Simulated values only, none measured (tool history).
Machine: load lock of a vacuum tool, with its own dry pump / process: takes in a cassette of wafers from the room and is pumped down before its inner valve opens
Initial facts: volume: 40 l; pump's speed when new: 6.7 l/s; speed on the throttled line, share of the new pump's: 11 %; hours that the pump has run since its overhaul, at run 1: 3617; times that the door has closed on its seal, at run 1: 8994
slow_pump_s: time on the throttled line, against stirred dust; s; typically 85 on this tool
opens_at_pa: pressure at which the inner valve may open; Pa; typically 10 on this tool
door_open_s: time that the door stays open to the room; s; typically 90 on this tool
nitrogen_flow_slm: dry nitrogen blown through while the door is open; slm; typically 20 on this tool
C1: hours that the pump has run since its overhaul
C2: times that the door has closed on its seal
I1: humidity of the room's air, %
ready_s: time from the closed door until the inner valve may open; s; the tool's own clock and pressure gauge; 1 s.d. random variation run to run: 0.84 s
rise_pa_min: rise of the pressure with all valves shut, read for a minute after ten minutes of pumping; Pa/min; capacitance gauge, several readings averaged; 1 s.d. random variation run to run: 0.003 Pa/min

{"run": 1, "hour": 0.0, "slow_pump_s": 85, "opens_at_pa": 10, "door_open_s": 90, "nitrogen_flow_slm": 20, "C1": 3617, "C2": 8994, "I1": 45.1, "ready_s": 136.2, "rise_pa_min": 0.079}
{"run": 2, "hour": 41.5, "slow_pump_s": 85, "opens_at_pa": 10, "door_open_s": 90, "nitrogen_flow_slm": 20, "C1": 3659, "C2": 9158, "I1": 46.2, "ready_s": 135.9, "rise_pa_min": 0.074}
{"run": 3, "hour": 123.4, "slow_pump_s": 85, "opens_at_pa": 10, "door_open_s": 90, "nitrogen_flow_slm": 20, "C1": 3741, "C2": 9480, "I1": 47.3, "ready_s": 136.5, "rise_pa_min": 0.082}
{"run": 4, "hour": 203.7, "slow_pump_s": 85, "opens_at_pa": 10, "door_open_s": 90, "nitrogen_flow_slm": 20, "C1": 3821, "C2": 9796, "I1": 44.7, "ready_s": 138.2, "rise_pa_min": 0.08}
{"run": 5, "hour": 275.7, "slow_pump_s": 85, "opens_at_pa": 10, "door_open_s": 90, "nitrogen_flow_slm": 20, "C1": 3893, "C2": 10080, "I1": 45.1, "ready_s": 137.8, "rise_pa_min": 0.076}
{"run": 6, "hour": 331.0, "slow_pump_s": 85, "opens_at_pa": 10, "door_open_s": 90, "nitrogen_flow_slm": 20, "C1": 3948, "C2": 10298, "I1": 47.4, "ready_s": 136.2, "rise_pa_min": 0.089}
{"run": 7, "hour": 368.4, "slow_pump_s": 85, "opens_at_pa": 10, "door_open_s": 90, "nitrogen_flow_slm": 20, "C1": 3986, "C2": 10445, "I1": 46, "ready_s": 137.5, "rise_pa_min": 0.082}
{"run": 8, "hour": 428.6, "slow_pump_s": 85, "opens_at_pa": 10, "door_open_s": 90, "nitrogen_flow_slm": 20, "C1": 4046, "C2": 10682, "I1": 46, "ready_s": 136.9, "rise_pa_min": 0.085}
{"run": 9, "hour": 511.3, "slow_pump_s": 85, "opens_at_pa": 10, "door_open_s": 90, "nitrogen_flow_slm": 20, "C1": 4129, "C2": 11008, "I1": 44.5, "ready_s": 138.8, "rise_pa_min": 0.087}
{"run": 10, "hour": 581.4, "slow_pump_s": 53, "opens_at_pa": 10, "door_open_s": 38, "nitrogen_flow_slm": 20, "C1": 4199, "C2": 11283, "I1": 46.3, "ready_s": 109.6, "rise_pa_min": 0.078}
{"run": 11, "hour": 628.8, "slow_pump_s": 89, "opens_at_pa": 10, "door_open_s": 38, "nitrogen_flow_slm": 4, "C1": 4246, "C2": 11470, "I1": 47, "ready_s": 140.2, "rise_pa_min": 0.106}
{"run": 12, "hour": 689.7, "slow_pump_s": 89, "opens_at_pa": 10, "door_open_s": 38, "nitrogen_flow_slm": 4, "C1": 4307, "C2": 11710, "I1": 46.1, "ready_s": 139, "rise_pa_min": 0.097}
{"run": 13, "hour": 752.1, "slow_pump_s": 85, "opens_at_pa": 8, "door_open_s": 90, "nitrogen_flow_slm": 30, "C1": 4370, "C2": 11956, "I1": 45.6, "ready_s": 139.6, "rise_pa_min": 0.079}
{"run": 14, "hour": 825.6, "slow_pump_s": 56, "opens_at_pa": 17, "door_open_s": 50, "nitrogen_flow_slm": 18, "C1": 4443, "C2": 12245, "I1": 47.2, "ready_s": 107.9, "rise_pa_min": 0.083}
{"run": 15, "hour": 913.9, "slow_pump_s": 56, "opens_at_pa": 17, "door_open_s": 50, "nitrogen_flow_slm": 18, "C1": 4531, "C2": 12593, "I1": 45.8, "ready_s": 109.7, "rise_pa_min": 0.085}
{"run": 16, "hour": 981.8, "slow_pump_s": 56, "opens_at_pa": 17, "door_open_s": 50, "nitrogen_flow_slm": 18, "C1": 4599, "C2": 12860, "I1": 46.1, "ready_s": 109, "rise_pa_min": 0.084}

Measured minus without-hidden-state, run by run (identical run-to-run variation in each term; gauge scatter may differ):
The tool's hidden condition here consists of: pump's speed, % of a new pump's; leak at the door's seal, Pa l/s; drift of the gauge itself on ready_s, %; drift of the gauge itself on rise_pa_min, %.
run=1 ready_s=+5.9 rise_pa_min=+0.029
run=2 ready_s=+6 rise_pa_min=+0.03
run=3 ready_s=+6 rise_pa_min=+0.031
run=4 ready_s=+6.3 rise_pa_min=+0.033
run=5 ready_s=+6.4 rise_pa_min=+0.034
run=6 ready_s=+6.3 rise_pa_min=+0.036
run=7 ready_s=+6.4 rise_pa_min=+0.037
run=8 ready_s=+6.5 rise_pa_min=+0.037
run=9 ready_s=+6.7 rise_pa_min=+0.039
run=10 ready_s=+7.5 rise_pa_min=+0.039
run=11 ready_s=+6.7 rise_pa_min=+0.04
run=12 ready_s=+6.8 rise_pa_min=+0.042
run=13 ready_s=+7.3 rise_pa_min=+0.043
run=14 ready_s=+7.1 rise_pa_min=+0.045
run=15 ready_s=+7.3 rise_pa_min=+0.047
run=16 ready_s=+7.4 rise_pa_min=+0.047
